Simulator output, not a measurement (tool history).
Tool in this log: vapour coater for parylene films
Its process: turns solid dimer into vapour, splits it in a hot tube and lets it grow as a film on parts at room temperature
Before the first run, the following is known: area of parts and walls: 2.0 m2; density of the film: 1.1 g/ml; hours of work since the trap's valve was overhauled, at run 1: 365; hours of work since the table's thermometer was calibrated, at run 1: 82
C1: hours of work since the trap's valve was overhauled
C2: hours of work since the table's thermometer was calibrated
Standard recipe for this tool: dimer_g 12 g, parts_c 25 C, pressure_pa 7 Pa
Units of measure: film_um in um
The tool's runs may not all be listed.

run 1 hour=0 | dimer_g=12 parts_c=25 pressure_pa=7 | C1=365 C2=82 | film_um=3.28
run 2 hour=25.5 | dimer_g=12 parts_c=25 pressure_pa=7 | C1=381 C2=98 | film_um=3.26
run 3 hour=42.9 | dimer_g=12 parts_c=25 pressure_pa=7 | C1=392 C2=109 | film_um=3.32
run 4 hour=67.1 | dimer_g=12 parts_c=25 pressure_pa=7 | C1=408 C2=124 | film_um=3.22
run 5 hour=82.7 | dimer_g=12 parts_c=25 pressure_pa=7 | C1=417 C2=134 | film_um=3.24
run 6 hour=95.5 | dimer_g=11 parts_c=25 pressure_pa=7 | C1=426 C2=143 | film_um=3.02
run 7 hour=120.2 | dimer_g=11 parts_c=25 pressure_pa=7 | C1=441 C2=158 | film_um=2.94
run 8 hour=136.9 | dimer_g=11 parts_c=25 pressure_pa=7 | C1=452 C2=169 | film_um=2.98
run 9 hour=157.1 | dimer_g=11 parts_c=25 pressure_pa=7 | C1=465 C2=182 | film_um=2.99
run 10 hour=183.2 | dimer_g=11 parts_c=25 pressure_pa=7 | C1=482 C2=198 | film_um=3
run 11 hour=205.1 | dimer_g=12 parts_c=25 pressure_pa=7 | C1=496 C2=212 | film_um=3.24
run 12 hour=221.1 | dimer_g=12 parts_c=25 pressure_pa=7 | C1=506 C2=223 | film_um=3.22
run 13 hour=245.1 | dimer_g=12 parts_c=25 pressure_pa=2.76 | C1=521 C2=238 | film_um=3.38
run 14 hour=271.5 | dimer_g=12 parts_c=25 pressure_pa=2.76 | C1=538 C2=255 | film_um=3.4
run 15 hour=295.1 | dimer_g=12 parts_c=25 pressure_pa=2.76 | C1=553 C2=270 | film_um=3.39
run 16 hour=313.3 | dimer_g=13 parts_c=25 pressure_pa=7 | C1=565 C2=281 | film_um=3.49
run 17 hour=338.3 | dimer_g=13 parts_c=25 pressure_pa=7 | C1=581 C2=297 | film_um=3.46
run 18 hour=361.9 | dimer_g=13 parts_c=25 pressure_pa=7 | C1=596 C2=312 | film_um=3.5
run 19 hour=386.2 | dimer_g=13 parts_c=25 pressure_pa=7 | C1=611 C2=328 | film_um=3.49
run 20 hour=413.2 | dimer_g=13 parts_c=25 pressure_pa=4.49 | C1=628 C2=345 | film_um=3.57
run 21 hour=437.3 | dimer_g=12 parts_c=25 pressure_pa=7 | C1=644 C2=360 | film_um=3.2
-- hour=448.6 trap's valve overhauled
run 22 hour=458.1 | dimer_g=21 parts_c=34 pressure_pa=7 | C1=6 C2=371 | film_um=4.14
run 23 hour=476.6 | dimer_g=7 parts_c=17 pressure_pa=3.53 | C1=18 C2=383 | film_um=2.89
run 24 hour=493.9 | dimer_g=7 parts_c=17 pressure_pa=3.53 | C1=29 C2=394 | film_um=2.79
run 25 hour=507.1 | dimer_g=7 parts_c=17 pressure_pa=3.53 | C1=37 C2=402 | film_um=2.81
run 26 hour=523.8 | dimer_g=7 parts_c=17 pressure_pa=3.53 | C1=48 C2=413 | film_um=2.78
run 27 hour=541.4 | dimer_g=7 parts_c=22 pressure_pa=3.53 | C1=59 C2=424 | film_um=2.32

Estimate the outcome of run 28 from the log above:
run 28 hour=557.1 | dimer_g=7 parts_c=22 pressure_pa=3.53 | C1=69 C2=434 | film_um=?

Run 28 produced film_um 2.3 um.
Take away the tool's hidden state, keep the run-to-run variation as it was, and the same run would have given film_um 2.34 um.

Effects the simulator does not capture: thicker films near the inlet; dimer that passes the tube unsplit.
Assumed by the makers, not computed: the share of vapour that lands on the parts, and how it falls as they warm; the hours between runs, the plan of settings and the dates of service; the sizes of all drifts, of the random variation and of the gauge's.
